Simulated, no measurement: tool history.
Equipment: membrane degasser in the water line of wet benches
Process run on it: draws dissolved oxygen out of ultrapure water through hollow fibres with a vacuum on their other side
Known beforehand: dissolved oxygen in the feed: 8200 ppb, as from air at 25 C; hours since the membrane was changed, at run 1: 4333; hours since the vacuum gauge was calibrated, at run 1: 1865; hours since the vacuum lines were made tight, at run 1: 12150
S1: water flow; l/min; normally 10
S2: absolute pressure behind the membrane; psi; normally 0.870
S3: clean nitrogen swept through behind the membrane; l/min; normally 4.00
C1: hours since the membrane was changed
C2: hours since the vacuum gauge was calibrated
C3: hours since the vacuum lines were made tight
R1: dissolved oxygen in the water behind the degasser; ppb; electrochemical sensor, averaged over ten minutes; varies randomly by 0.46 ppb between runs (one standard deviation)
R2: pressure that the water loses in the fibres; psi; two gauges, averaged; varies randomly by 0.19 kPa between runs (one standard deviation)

| run | hour | S1 | S2 | S3 | C1 | C2 | C3 | R1 | R2 |
|---|---|---|---|---|---|---|---|---|---|
| 1 | 0.0 | 10 | 0.870 | 4.00 | 4333 | 1865 | 12150 | 38.1 | 5.617 |
| 2 | 281.5 | 10 | 0.870 | 4.00 | 4615 | 2147 | 12431 | 38.1 | 5.609 |
| 3 | 590.2 | 14 | 0.870 | 4.00 | 4923 | 2455 | 12740 | 73.9 | 7.900 |
| 4 | 747.9 | 10 | 0.870 | 4.00 | 5081 | 2613 | 12898 | 38.1 | 5.681 |
| 5 | 961.5 | 10 | 0.870 | 4.00 | 5295 | 2827 | 13111 | 38.3 | 5.680 |
| 6 | 1301.6 | 10 | 0.870 | 4.00 | 5635 | 3167 | 13451 | 40.0 | 5.641 |
| 7 | 1558.3 | 10 | 0.870 | 4.00 | 5892 | 3424 | 13708 | 39.4 | 5.671 |
| 8 | 1789.0 | 10 | 0.870 | 4.00 | 6122 | 3654 | 13939 | 38.7 | 5.630 |
| 9 | 2027.6 | 10 | 0.870 | 4.00 | 6361 | 3893 | 14177 | 39.3 | 5.649 |
| 10 | 2250.4 | 10 | 0.870 | 4.00 | 6584 | 4116 | 14400 | 39.3 | 5.736 |
| 11 | 2591.3 | 10 | 0.870 | 4.00 | 6925 | 4457 | 14741 | 39.6 | 5.688 |
| 12 | 2740.2 | 10 | 0.870 | 4.00 | 7073 | 4605 | 14890 | 39.8 | 5.681 |
|  | 2772.7 | vacuum gauge calibrated |
| 13 | 3042.5 | 10 | 0.870 | 4.00 | 7375 | 270 | 15192 | 40.5 | 5.674 |
| 14 | 3375.0 | 8 | 0.870 | 4.00 | 7708 | 602 | 15524 | 27.1 | 4.560 |
| 15 | 3723.8 | 8 | 0.870 | 4.00 | 8057 | 951 | 15873 | 27.6 | 4.544 |
| 16 | 3928.8 | 10 | 0.870 | 4.00 | 8261 | 1156 | 16078 | 41.6 | 5.713 |
| 17 | 4247.9 | 10 | 0.674 | 4.57 | 8581 | 1475 | 16397 | 31.2 | 5.761 |
|  | 4378.8 | vacuum gauge calibrated, once more |
|  | 4397.6 | seals of the vacuum lines changed |
| 18 | 4600.8 | 13 | 2.064 | 2.00 | 8931 | 220 | 203 | 212.3 | 7.371 |
| 19 | 4852.5 | 8 | 1.742 | 2.00 | 9183 | 472 | 455 | 95.4 | 4.560 |
| 20 | 5192.7 | 15 | 1.510 | 4.00 | 9523 | 812 | 795 | 127.0 | 8.540 |
| 21 | 5340.2 | 15 | 1.510 | 4.00 | 9670 | 959 | 943 | 127.0 | 8.631 |
| 22 | 5577.1 | 15 | 1.510 | 4.00 | 9907 | 1196 | 1180 | 127.4 | 8.617 |
| 23 | 5904.1 | 13 | 0.725 | 4.00 | 10234 | 1523 | 1507 | 57.5 | 7.442 |
| 24 | 6154.0 | 10 | 1.201 | 4.00 | 10484 | 1773 | 1756 | 53.9 | 5.726 |

The next listed run, before its measurement:
| 25 | 6417.1 | 8 | 1.079 | 3.75 | 10747 | 2036 | 2020 | ? | ? |

{"run 25": {"R1": 34.2, "R2": 4.576}}
Had the tool carried no hidden state, the very same run would have given R1 31.4 ppb, R2 4.438 psi.
